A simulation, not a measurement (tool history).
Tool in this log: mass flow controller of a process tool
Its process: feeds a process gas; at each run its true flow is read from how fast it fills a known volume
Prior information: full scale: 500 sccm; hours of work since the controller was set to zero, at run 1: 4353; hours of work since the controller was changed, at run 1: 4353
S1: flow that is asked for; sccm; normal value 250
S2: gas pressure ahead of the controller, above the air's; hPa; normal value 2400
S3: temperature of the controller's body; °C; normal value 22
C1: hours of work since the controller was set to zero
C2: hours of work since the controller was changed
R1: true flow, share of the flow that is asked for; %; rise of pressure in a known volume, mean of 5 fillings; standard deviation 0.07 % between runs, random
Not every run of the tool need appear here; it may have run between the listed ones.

| run | hour | S1 | S2 | S3 | C1 | C2 | R1 |
|---|---|---|---|---|---|---|---|
| 1 | 0.0 | 250 | 2400 | 22 | 4353 | 4353 | 101.78 |
| 2 | 166.7 | 250 | 2400 | 22 | 4475 | 4475 | 101.90 |
| 3 | 247.8 | 250 | 2400 | 22 | 4535 | 4535 | 102.08 |
| 4 | 325.6 | 250 | 2400 | 22 | 4592 | 4592 | 102.00 |
| 5 | 491.1 | 250 | 2400 | 34 | 4713 | 4713 | 101.01 |
| 6 | 599.3 | 250 | 2400 | 34 | 4792 | 4792 | 101.11 |
| 7 | 732.4 | 250 | 2400 | 22 | 4889 | 4889 | 102.19 |
| 8 | 905.0 | 250 | 2400 | 22 | 5016 | 5016 | 102.29 |
| 9 | 1008.0 | 81 | 1450 | 22 | 5091 | 5091 | 106.97 |
| 10 | 1121.6 | 73 | 2050 | 33 | 5174 | 5174 | 106.60 |
| 11 | 1277.1 | 84 | 2050 | 20 | 5288 | 5288 | 106.82 |
| 12 | 1399.9 | 443 | 2050 | 20 | 5378 | 5378 | 102.84 |
| 13 | 1498.9 | 250 | 1500 | 20 | 5450 | 5450 | 103.17 |
| 14 | 1615.4 | 250 | 1880 | 37 | 5536 | 5536 | 101.63 |
| 15 | 1733.4 | 250 | 1880 | 37 | 5622 | 5622 | 101.71 |

How would selected steps in R1 from run to run divide? Give the signed amount a tool lacking its hidden state would still show from settings, what came in and random variation, and the signed amount left for the hidden state, including any gauge scatter that is not in both of the compared results.
The tool's hidden condition here consists of: flow at rest that the sensor doesn't see, % of full scale; true flow over the shown one, %; drift of the gauge itself on true_pct, %.
Run 8 -> 9: S1 250 -> 81, S2 2400 -> 1450. R1 +4.68 %: hidden state +5.04, all else -0.36.
Run 11 -> 12: S1 84 -> 443. R1 -3.98 %: hidden state -5.93, all else +1.95.
